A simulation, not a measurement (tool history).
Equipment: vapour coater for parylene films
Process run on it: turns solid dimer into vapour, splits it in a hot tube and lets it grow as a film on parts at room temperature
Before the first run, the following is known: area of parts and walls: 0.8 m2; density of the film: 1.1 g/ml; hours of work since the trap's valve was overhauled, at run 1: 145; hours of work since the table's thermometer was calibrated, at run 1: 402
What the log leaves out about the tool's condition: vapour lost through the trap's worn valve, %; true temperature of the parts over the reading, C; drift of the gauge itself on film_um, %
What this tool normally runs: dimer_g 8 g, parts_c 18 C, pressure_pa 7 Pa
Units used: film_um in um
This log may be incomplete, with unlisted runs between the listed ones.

run    hour  dimer_g  parts_c  pressure_pa  hours of work since the trap's valve was overhauled  hours of work since the table's thermometer was calibrated  film_um
  1       0        8       18            7                                                  145                                                         402     5.62
  2      29        8       18            7                                                  158                                                         415      5.7
  3    72.7        8       22            7                                                  178                                                         435     4.72
  4   124.9        8       18            7                                                  202                                                         459     5.56
  5   158.3        4       18            7                                                  218                                                         474     2.74
      181.7  -- trap's valve overhauled
  6   189.9        4       18            7                                                    4                                                         487     3.07
  7   241.1        8       10            7                                                   27                                                         511     8.58
  8   279.3        8       10            7                                                   45                                                         528     8.55
  9   309.9        8       18            7                                                   59                                                         542     5.93
 10     332        8       18            7                                                   69                                                         552      5.9
 11   356.5        8       28            7                                                   80                                                         563     3.72
 12   403.7        8       28            7                                                  102                                                         585     3.66
 13   434.9        8       28            7                                                  116                                                         599     3.65
 14   484.1        8       18            7                                                  139                                                         622      5.6
 15   520.2        8       18            7                                                  155                                                         639      5.6
        524  -- table's thermometer calibrated
 16     551       10       18            7                                                  169                                                          12     6.86
 17   589.1       10       30         3.43                                                  186                                                          30     4.46
 18   625.5       10       30         3.43                                                  203                                                          47     4.46
 19   671.8        4       18         8.47                                                  224                                                          68     2.58
      679.9  -- trap's valve overhauled
 20   724.4       12       18         4.19                                                   20                                                          90     9.67
      757.3  -- table's thermometer calibrated, once more
 21   779.5        4       18         9.54                                                   45                                                          10     2.89
 22   823.4        4       18         9.54                                                   65                                                          30     2.85
 23   872.3        4       30         5.45                                                   88                                                          53     1.74
 24   918.1        4       30         5.45                                                  109                                                          74     1.74
 25   944.3        4       18         8.61                                                  121                                                          86     2.79
 26   980.7        4       20         4.12                                                  138                                                         102      2.9
 27  1009.4        4       20         4.12                                                  151                                                         116     2.88
 28  1040.7        4       20         4.12                                                  165                                                         130     2.85
 29  1067.5        3       18         2.81                                                  177                                                         142     2.35
 30  1102.5        4       18            7                                                  193                                                         158     2.79
 31  1148.8        8       24            7                                                  215                                                         180     4.22
     1175.6  -- trap's valve overhauled
 32  1195.5        8       12         3.93                                                    9                                                         199     8.79

4 options for the next run, each taken on its own from the tool as it stands now. Forecast them:
  A  1217.9        8       17         3.93                                                   19                                                         209        ?
  B  1217.9        4       18         3.93                                                   19                                                         209        ?
  C  1217.9        4       28         7.79                                                   19                                                         209        ?
  D  1217.9        3       27         3.66                                                   19                                                         209        ?

run  film_um
  A     6.94
  B     3.31
  C     1.87
  D     1.71
The same runs, with their run-to-run variation unchanged, on a tool lacking any hidden condition would have given:
run  film_um
  A     7.07
  B     3.37
  C     1.91
  D     1.75
